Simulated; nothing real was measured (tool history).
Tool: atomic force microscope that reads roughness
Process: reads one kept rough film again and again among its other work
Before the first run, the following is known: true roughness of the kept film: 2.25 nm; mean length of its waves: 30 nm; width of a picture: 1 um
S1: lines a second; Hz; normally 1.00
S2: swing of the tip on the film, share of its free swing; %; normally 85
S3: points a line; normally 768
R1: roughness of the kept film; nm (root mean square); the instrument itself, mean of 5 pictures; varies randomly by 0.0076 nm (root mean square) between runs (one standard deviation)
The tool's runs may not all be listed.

Run 1, hour 0.0: usual settings. Result: R1 1.869 nm (root mean square).
At hour 10.1: new tip fitted.
Run 2, hour 15.8: usual settings but S1 0.61 Hz. Result: R1 2.038 nm (root mean square).
Run 3, hour 43.6: usual settings but S1 0.61 Hz. Result: R1 2.019 nm (root mean square).
Run 4, hour 74.8: usual settings but S3 680. Result: R1 1.906 nm (root mean square).
Run 5, hour 101.6: usual settings but S3 680. Result: R1 1.878 nm (root mean square).
At hour 121.3: new tip fitted.
Run 6, hour 122.3: usual settings but S3 680. Result: R1 1.999 nm (root mean square).
Run 7, hour 142.9: usual settings. Result: R1 1.961 nm (root mean square).
Run 8, hour 162.0: usual settings. Result: R1 1.951 nm (root mean square).
Run 9, hour 177.9: usual settings but S1 0.71 Hz, S2 69 %, S3 272. Result: R1 2.004 nm (root mean square).
Run 10, hour 193.5: usual settings but S1 2.61 Hz, S2 69 %, S3 425. Result: R1 1.900 nm (root mean square).
At hour 197.1: height scale calibrated on a step standard.
Run 11, hour 225.1: usual settings but S1 2.61 Hz, S2 63 %, S3 265. Result: R1 1.899 nm (root mean square).
At hour 234.8: new tip fitted.
Run 12, hour 252.1: usual settings but S1 1.11 Hz, S2 78 %, S3 618. Result: R1 1.999 nm (root mean square).
Run 13, hour 272.2: usual settings but S1 1.22 Hz, S2 66 %. Result: R1 2.026 nm (root mean square).
At hour 275.7: height scale calibrated on a step standard, once more.
Run 14, hour 295.9: usual settings but S1 3.83 Hz, S2 61 %, S3 260. Result: R1 1.874 nm (root mean square).

What if the next run were any one of these 3? Each begins from the tool's condition after run 14:
Run A, hour 311.2: usual settings but S1 1.91 Hz, S2 57 %, S3 260. Result: R1 ?.
Run B, hour 311.2: usual settings but S1 2.01 Hz, S2 87 %, S3 300. Result: R1 ?.
Run C, hour 311.2: usual settings but S1 0.51 Hz, S2 61 %, S3 799. Result: R1 ?.

run     R1
  A  1.965
  B  1.711
  C  2.027
What these runs would have given with no unlogged condition in the tool:
run     R1
  A  2.056
  B  1.791
  C  2.121
